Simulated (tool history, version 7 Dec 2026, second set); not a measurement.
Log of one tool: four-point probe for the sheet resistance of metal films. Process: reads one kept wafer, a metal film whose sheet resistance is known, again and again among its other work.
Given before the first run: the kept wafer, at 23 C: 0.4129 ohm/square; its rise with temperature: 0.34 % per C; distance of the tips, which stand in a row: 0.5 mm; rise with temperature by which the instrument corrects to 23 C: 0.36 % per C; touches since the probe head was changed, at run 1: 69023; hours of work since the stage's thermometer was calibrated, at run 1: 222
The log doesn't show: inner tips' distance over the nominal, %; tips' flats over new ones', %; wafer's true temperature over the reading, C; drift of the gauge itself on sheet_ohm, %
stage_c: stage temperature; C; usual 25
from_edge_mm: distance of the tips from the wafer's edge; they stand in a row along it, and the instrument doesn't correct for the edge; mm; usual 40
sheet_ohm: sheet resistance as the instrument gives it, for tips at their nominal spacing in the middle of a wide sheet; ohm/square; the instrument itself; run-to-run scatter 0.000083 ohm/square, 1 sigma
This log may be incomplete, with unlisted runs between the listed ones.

run,day,stage_c,from_edge_mm,touches since the probe head was changed,hours of work since the stage's thermometer was calibrated,sheet_ohm
1,0.000,25,40,69023,222,0.418388
# day 1.671: new probe head fitted
2,4.850,25,40,3797,288,0.412705
3,9.604,25,40,9474,353,0.412960
4,12.471,25,40,12897,393,0.413200
5,16.312,21,40,17485,445,0.414034
6,20.275,25,40,22216,500,0.413734
7,24.129,25,40,26819,553,0.414074
8,27.525,25,40,30873,599,0.414163
9,31.150,25,40,35204,649,0.414622
10,35.338,25,40,40203,706,0.414840
11,38.075,23,40,43470,744,0.415063
12,41.817,26,40,47941,795,0.415034
13,44.442,25,40,51076,831,0.415341
14,49.154,25,55,56703,896,0.415605
15,51.862,25,55,59934,933,0.415916
16,56.692,25,40,65700,999,0.416011
17,59.996,25,40,69646,1045,0.416259
# day 61.146: new probe head fitted
18,63.008,25,40,2225,1086,0.412684
19,65.375,25,40,5052,1118,0.412968
# day 65.658: stage's thermometer calibrated
20,69.258,25,40,9663,49,0.413243
21,74.238,25,40,15610,118,0.413560
22,77.171,25,40,19113,158,0.413803
23,79.542,25,5,21943,191,0.416078
24,83.104,20,5,26196,239,0.416978
25,85.525,31,6,29089,273,0.415274
26,90.262,29,29,34746,338,0.414341
27,95.400,35,61,40881,408,0.414170
# day 96.067: stage's thermometer calibrated, once more
28,98.758,26,12,44868,37,0.414873
29,101.792,26,12,48491,79,0.415102
30,106.375,22,39,53964,142,0.415569
31,109.996,18,40,58286,191,0.416076
32,112.829,18,40,61668,230,0.416454
33,116.958,20,44,66599,287,0.416475
# day 120.417: new probe head fitted
34,121.242,24,57,986,345,0.413490
35,125.075,27,19,5563,398,0.413565

For run 36, what comes out?
36,129.342,24,52,10660,456,?

Run 36 gave sheet_ohm 0.414036 ohm/square.
Without the tool's hidden state the same run would have given sheet_ohm 0.412820 ohm/square.

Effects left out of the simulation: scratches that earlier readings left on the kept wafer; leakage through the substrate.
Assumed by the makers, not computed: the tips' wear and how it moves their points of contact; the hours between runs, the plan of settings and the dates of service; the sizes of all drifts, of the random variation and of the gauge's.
